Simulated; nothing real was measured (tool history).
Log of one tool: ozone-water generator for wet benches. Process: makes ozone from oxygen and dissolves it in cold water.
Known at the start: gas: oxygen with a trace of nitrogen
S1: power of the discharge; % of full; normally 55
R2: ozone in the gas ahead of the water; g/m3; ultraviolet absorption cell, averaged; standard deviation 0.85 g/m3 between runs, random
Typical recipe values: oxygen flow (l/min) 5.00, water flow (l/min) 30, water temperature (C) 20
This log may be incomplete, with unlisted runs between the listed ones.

Run 1, hour 0.0: usual settings. Result: dissolved ozone (ppm) 11.0, R2 137.2 g/m3.
Run 2, hour 21.0: usual settings. Result: dissolved ozone (ppm) 11.1, R2 136.1 g/m3.
Run 3, hour 57.4: usual settings but oxygen flow (l/min) 5.11. Result: dissolved ozone (ppm) 11.1, R2 135.0 g/m3.
Run 4, hour 97.5: usual settings but oxygen flow (l/min) 5.11. Result: dissolved ozone (ppm) 11.3, R2 135.8 g/m3.
Run 5, hour 117.3: usual settings but oxygen flow (l/min) 5.11. Result: dissolved ozone (ppm) 11.0, R2 137.3 g/m3.
Run 6, hour 158.0: usual settings but oxygen flow (l/min) 5.11. Result: dissolved ozone (ppm) 11.1, R2 133.4 g/m3.
Run 7, hour 195.7: usual settings but oxygen flow (l/min) 5.11. Result: dissolved ozone (ppm) 11.1, R2 134.8 g/m3.
Run 8, hour 219.6: usual settings but oxygen flow (l/min) 5.11. Result: dissolved ozone (ppm) 11.2, R2 134.1 g/m3.
Run 9, hour 239.9: usual settings but oxygen flow (l/min) 5.11. Result: dissolved ozone (ppm) 11.1, R2 133.3 g/m3.
Run 10, hour 269.3: usual settings but oxygen flow (l/min) 5.11. Result: dissolved ozone (ppm) 11.0, R2 134.7 g/m3.
Run 11, hour 306.3: usual settings but S1 98 % of full. Result: dissolved ozone (ppm) 15.7, R2 193.9 g/m3.
Run 12, hour 335.5: usual settings but S1 98 % of full. Result: dissolved ozone (ppm) 15.5, R2 194.2 g/m3.
Run 13, hour 353.7: usual settings but S1 98 % of full. Result: dissolved ozone (ppm) 15.8, R2 195.4 g/m3.
Run 14, hour 382.2: usual settings but S1 51 % of full. Result: dissolved ozone (ppm) 10.4, R2 129.8 g/m3.
Run 15, hour 419.1: usual settings but S1 65 % of full, oxygen flow (l/min) 7.33, water temperature (C) 24. Result: dissolved ozone (ppm) 11.9, R2 124.9 g/m3.
At hour 444.7: water thermometer calibrated.
Run 16, hour 446.6: usual settings but water flow (l/min) 39, water temperature (C) 15. Result: dissolved ozone (ppm) 9.0, R2 135.0 g/m3.
Run 17, hour 484.9: usual settings but water flow (l/min) 39, water temperature (C) 15. Result: dissolved ozone (ppm) 8.9, R2 135.7 g/m3.
Run 18, hour 513.7: usual settings but S1 90 % of full, water flow (l/min) 47, water temperature (C) 15. Result: dissolved ozone (ppm) 10.2, R2 185.0 g/m3.
Run 19, hour 545.6: usual settings but S1 74 % of full, water temperature (C) 18. Result: dissolved ozone (ppm) 13.5, R2 163.7 g/m3.
Run 20, hour 567.0: usual settings but S1 74 % of full, water temperature (C) 18. Result: dissolved ozone (ppm) 13.4, R2 163.0 g/m3.
Run 21, hour 604.9: usual settings but S1 59 % of full, water flow (l/min) 32, water temperature (C) 16. Result: dissolved ozone (ppm) 11.3, R2 142.1 g/m3.
Run 22, hour 641.7: usual settings but S1 56 % of full, oxygen flow (l/min) 6.57, water temperature (C) 18. Result: dissolved ozone (ppm) 11.7, R2 119.0 g/m3.
Run 23, hour 670.3: usual settings but water flow (l/min) 23. Result: dissolved ozone (ppm) 13.9, R2 134.6 g/m3.
Run 24, hour 697.9: usual settings but S1 89 % of full, oxygen flow (l/min) 4.62, water flow (l/min) 46, water temperature (C) 13. Result: dissolved ozone (ppm) 9.7, R2 190.4 g/m3.
Run 25, hour 722.2: usual settings but oxygen flow (l/min) 8.14, water flow (l/min) 25. Result: dissolved ozone (ppm) 13.1, R2 107.8 g/m3.
Run 26, hour 747.1: usual settings but S1 66 % of full. Result: dissolved ozone (ppm) 12.5, R2 152.1 g/m3.
Run 27, hour 780.7: usual settings but S1 96 % of full, water flow (l/min) 38. Result: dissolved ozone (ppm) 12.2, R2 189.3 g/m3.

Consider 5 possible next runs. They are alternatives, not a sequence: every one starts from the tool as it was left by run 27. What does each give?
Run A, hour 817.6: usual settings but S1 45 % of full, water flow (l/min) 38. Result: dissolved ozone (ppm) ?, R2 ?.
Run B, hour 817.6: usual settings but S1 96 % of full, oxygen flow (l/min) 3.86, water flow (l/min) 20, water temperature (C) 21. Result: dissolved ozone (ppm) ?, R2 ?.
Run C, hour 817.6: usual settings but S1 66 % of full, oxygen flow (l/min) 7.70, water flow (l/min) 38. Result: dissolved ozone (ppm) ?, R2 ?.
Run D, hour 817.6: usual settings but S1 58 % of full, water flow (l/min) 38. Result: dissolved ozone (ppm) ?, R2 ?.
Run E, hour 817.6: usual settings but water temperature (C) 15. Result: dissolved ozone (ppm) ?, R2 ?.

run  dissolved ozone (ppm)     R2
  A                    7.8  119.5
  B                   20.9  215.0
  C                   10.3  122.7
  D                    8.9  139.5
  E                   11.5  134.0
Take away the tool's hidden state, keep each run's random variation, and the runs would have read:
run  dissolved ozone (ppm)     R2
  A                    8.1  122.0
  B                   21.8  222.5
  C                   10.8  126.2
  D                    9.2  143.1
  E                   11.9  137.3
